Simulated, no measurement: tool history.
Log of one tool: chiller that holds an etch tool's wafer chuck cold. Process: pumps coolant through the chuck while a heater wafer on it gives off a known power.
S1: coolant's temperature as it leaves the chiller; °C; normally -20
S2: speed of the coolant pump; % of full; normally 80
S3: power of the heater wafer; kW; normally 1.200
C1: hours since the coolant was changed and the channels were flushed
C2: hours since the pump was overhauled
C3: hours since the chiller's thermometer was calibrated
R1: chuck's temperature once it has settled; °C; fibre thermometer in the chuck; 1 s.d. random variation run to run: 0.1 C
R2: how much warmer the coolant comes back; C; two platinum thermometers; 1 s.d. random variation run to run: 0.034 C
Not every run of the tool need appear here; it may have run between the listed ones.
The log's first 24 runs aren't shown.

run 25 hour=709.9 | S1=-13 S2=80 S3=1.335 | C1=2019 C2=1677 C3=2191 | R1=-3.1 R2=5.96
run 26 hour=735.7 | S1=-27 S2=81 S3=0.646 | C1=2045 C2=1702 C3=2216 | R1=-22.5 R2=2.83
run 27 hour=759.0 | S1=-27 S2=81 S3=0.646 | C1=2068 C2=1726 C3=2240 | R1=-22.6 R2=2.84
run 28 hour=788.6 | S1=-27 S2=81 S3=0.646 | C1=2098 C2=1755 C3=2269 | R1=-22.9 R2=2.84
run 29 hour=830.0 | S1=-27 S2=81 S3=0.646 | C1=2139 C2=1797 C3=2311 | R1=-22.4 R2=2.85
run 30 hour=848.8 | S1=-27 S2=81 S3=0.646 | C1=2158 C2=1816 C3=2329 | R1=-22.7 R2=2.79
run 31 hour=879.3 | S1=-27 S2=81 S3=0.646 | C1=2189 C2=1846 C3=2360 | R1=-22.6 R2=2.80
run 32 hour=909.2 | S1=-21 S2=78 S3=1.348 | C1=2219 C2=1876 C3=2390 | R1=-10.9 R2=6.19

What if the next run were any one of these 3? Each begins from the tool's condition after run 32:
run A hour=932.5 | S1=-20 S2=79 S3=0.743 | C1=2242 C2=1899 C3=2413 | R1=? R2=?
run B hour=932.5 | S1=-20 S2=81 S3=1.021 | C1=2242 C2=1899 C3=2413 | R1=? R2=?
run C hour=932.5 | S1=-20 S2=92 S3=1.200 | C1=2242 C2=1899 C3=2413 | R1=? R2=?

run=A R1=-15.0 R2=3.34
run=B R1=-12.8 R2=4.50
run=C R1=-12.3 R2=4.63
Stripped of hidden state, with their random variation kept, the same runs would have yielded:
run=A R1=-14.7 R2=3.21
run=B R1=-12.7 R2=4.32
run=C R1=-12.2 R2=4.45
